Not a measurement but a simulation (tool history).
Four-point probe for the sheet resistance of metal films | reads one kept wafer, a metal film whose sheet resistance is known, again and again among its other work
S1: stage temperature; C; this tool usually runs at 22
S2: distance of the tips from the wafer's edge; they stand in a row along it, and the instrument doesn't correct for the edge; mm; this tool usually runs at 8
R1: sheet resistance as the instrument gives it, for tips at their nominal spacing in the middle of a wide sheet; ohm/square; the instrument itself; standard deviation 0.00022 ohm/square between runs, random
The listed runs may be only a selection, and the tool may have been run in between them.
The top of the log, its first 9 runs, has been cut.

Run 10, day 6.408: usual settings. Result: R1 1.076686 ohm/square.
Run 11, day 7.546: usual settings. Result: R1 1.077007 ohm/square.
Run 12, day 8.375: usual settings but S1 20 C. Result: R1 1.080162 ohm/square.
Run 13, day 9.225: usual settings but S1 20 C. Result: R1 1.079991 ohm/square.
Run 14, day 9.921: usual settings but S1 20 C. Result: R1 1.079313 ohm/square.
Run 15, day 11.058: usual settings but S1 20 C. Result: R1 1.079528 ohm/square.
Run 16, day 11.746: usual settings. Result: R1 1.077042 ohm/square.
Run 17, day 12.242: usual settings. Result: R1 1.077388 ohm/square.
Run 18, day 12.888: usual settings but S2 54 mm. Result: R1 1.063395 ohm/square.
Run 19, day 13.492: usual settings but S1 21 C. Result: R1 1.078544 ohm/square.
Run 20, day 14.504: usual settings but S1 26 C. Result: R1 1.072016 ohm/square.
Run 21, day 15.4: usual settings. Result: R1 1.076851 ohm/square.
Run 22, day 15.946: usual settings. Result: R1 1.07746 ohm/square.
Run 23, day 16.975: usual settings. Result: R1 1.077425 ohm/square.
Run 24, day 17.604: usual settings but S1 21 C, S2 7 mm. Result: R1 1.082628 ohm/square.
Run 25, day 18.617: usual settings but S1 21 C, S2 7 mm. Result: R1 1.082867 ohm/square.
Run 26, day 19.704: usual settings but S1 31 C, S2 34 mm. Result: R1 1.052001 ohm/square.
Run 27, day 20.817: usual settings but S1 31 C, S2 34 mm. Result: R1 1.052135 ohm/square.
Run 28, day 21.592: usual settings but S1 31 C, S2 34 mm. Result: R1 1.052904 ohm/square.
Run 29, day 22.496: usual settings but S2 6 mm. Result: R1 1.087892 ohm/square.
Run 30, day 23.138: usual settings but S2 6 mm. Result: R1 1.088129 ohm/square.
Run 31, day 23.821: usual settings but S2 6 mm. Result: R1 1.088234 ohm/square.
Run 32, day 24.954: usual settings but S1 35 C, S2 19 mm. Result: R1 1.048961 ohm/square.
Run 33, day 25.854: usual settings but S1 21 C, S2 3 mm. Result: R1 1.157596 ohm/square.

Run 34 has not been measured yet. What should we expect?
Run 34, day 26.75: usual settings but S1 29 C, S2 3 mm. Result: R1 ?.

R1: 1.146227 ohm/square
With no hidden state in the tool, this same run would have given R1 1.146387 ohm/square.
